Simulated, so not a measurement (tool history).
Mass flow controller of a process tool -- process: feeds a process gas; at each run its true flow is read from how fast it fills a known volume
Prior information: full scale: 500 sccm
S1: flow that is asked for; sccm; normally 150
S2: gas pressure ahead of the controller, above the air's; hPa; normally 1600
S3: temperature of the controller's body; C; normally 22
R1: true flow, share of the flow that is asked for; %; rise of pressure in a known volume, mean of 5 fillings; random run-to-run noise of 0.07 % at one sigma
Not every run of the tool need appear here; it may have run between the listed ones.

| run | hour | S1 | S2 | S3 | R1 |
|---|---|---|---|---|---|
| 1 | 0 | 150 | 1600 | 22 | 97.49 |
| 2 | 379.7 | 150 | 1600 | 22 | 97.28 |
| 3 | 762.7 | 150 | 1600 | 22 | 97.14 |
| 4 | 1002.1 | 150 | 1600 | 33 | 96.46 |
| 5 | 1429.9 | 150 | 1600 | 33 | 96.46 |
| 6 | 1755.9 | 150 | 1600 | 27 | 96.5 |
| 7 | 2228.6 | 385 | 1600 | 22 | 98.3 |
| 8 | 2479 | 385 | 1600 | 22 | 98.34 |
| 9 | 2813.7 | 77 | 1600 | 22 | 94.61 |
| 10 | 3153.8 | 150 | 1600 | 28 | 96.02 |
| 11 | 3408.2 | 150 | 1600 | 33 | 95.54 |
| 12 | 3888.6 | 150 | 1600 | 33 | 95.51 |
| 13 | 4334 | 150 | 1600 | 30 | 95.31 |
| 14 | 4747.1 | 150 | 1600 | 30 | 95.26 |
| 15 | 5127.5 | 150 | 1600 | 22 | 95.49 |
| 16 | 5516.7 | 119 | 1600 | 22 | 94.62 |
| 17 | 5842.1 | 119 | 1600 | 22 | 94.47 |
| 18 | 6191.4 | 150 | 2390 | 34 | 93.87 |
| 19 | 6540.2 | 154 | 1950 | 34 | 94.27 |
|  | 6579.8 | controller's zero set anew |
| 20 | 7017.5 | 130 | 2510 | 21 | 93.07 |
| 21 | 7221.2 | 163 | 2410 | 22 | 93.83 |
|  | 7547.5 | controller's zero set anew, once more |
| 22 | 7562.2 | 150 | 1600 | 38 | 96.7 |
| 23 | 7761.6 | 219 | 1600 | 38 | 97.14 |
| 24 | 8041.9 | 150 | 1400 | 31 | 96.83 |
| 25 | 8326.3 | 426 | 1480 | 36 | 97.91 |
| 26 | 8573.3 | 281 | 1480 | 39 | 97.03 |
| 27 | 9049.3 | 240 | 2440 | 39 | 95.9 |
| 28 | 9482.3 | 436 | 1770 | 22 | 98.05 |
| 29 | 9917.5 | 103 | 1860 | 32 | 95.33 |
| 30 | 10391.6 | 312 | 1990 | 32 | 96.72 |
| 31 | 10684.6 | 312 | 1990 | 32 | 96.69 |
| 32 | 11135.1 | 312 | 1990 | 32 | 96.58 |
| 33 | 11429.4 | 312 | 1990 | 32 | 96.48 |

How would selected steps in R1 from run to run divide? Give the signed amount a tool lacking its hidden state would still show from settings, what came in and random variation, and the signed amount left for the hidden state, including any gauge scatter that is not in both of the compared results.
What the log doesn't record here: flow at rest that the sensor doesn't see, % of full scale; true flow over the shown one, %; drift of the gauge itself on true_pct, %.
Run 8 -> 9: S1 385 -> 77. R1 -3.73 %: hidden state -2.35, all else -1.38.
Run 9 -> 10: S1 77 -> 150, S3 22 -> 28. R1 +1.41 %: hidden state +1.26, all else +0.15.
Run 21 -> 22: S1 163 -> 150, S2 2410 -> 1600, S3 22 -> 38, controller's zero set anew, once more. R1 +2.87 %: hidden state +2.88, all else -0.01.
Run 28 -> 29: S1 436 -> 103, S2 1770 -> 1860, S3 22 -> 32. R1 -2.72 %: hidden state -1.06, all else -1.66.
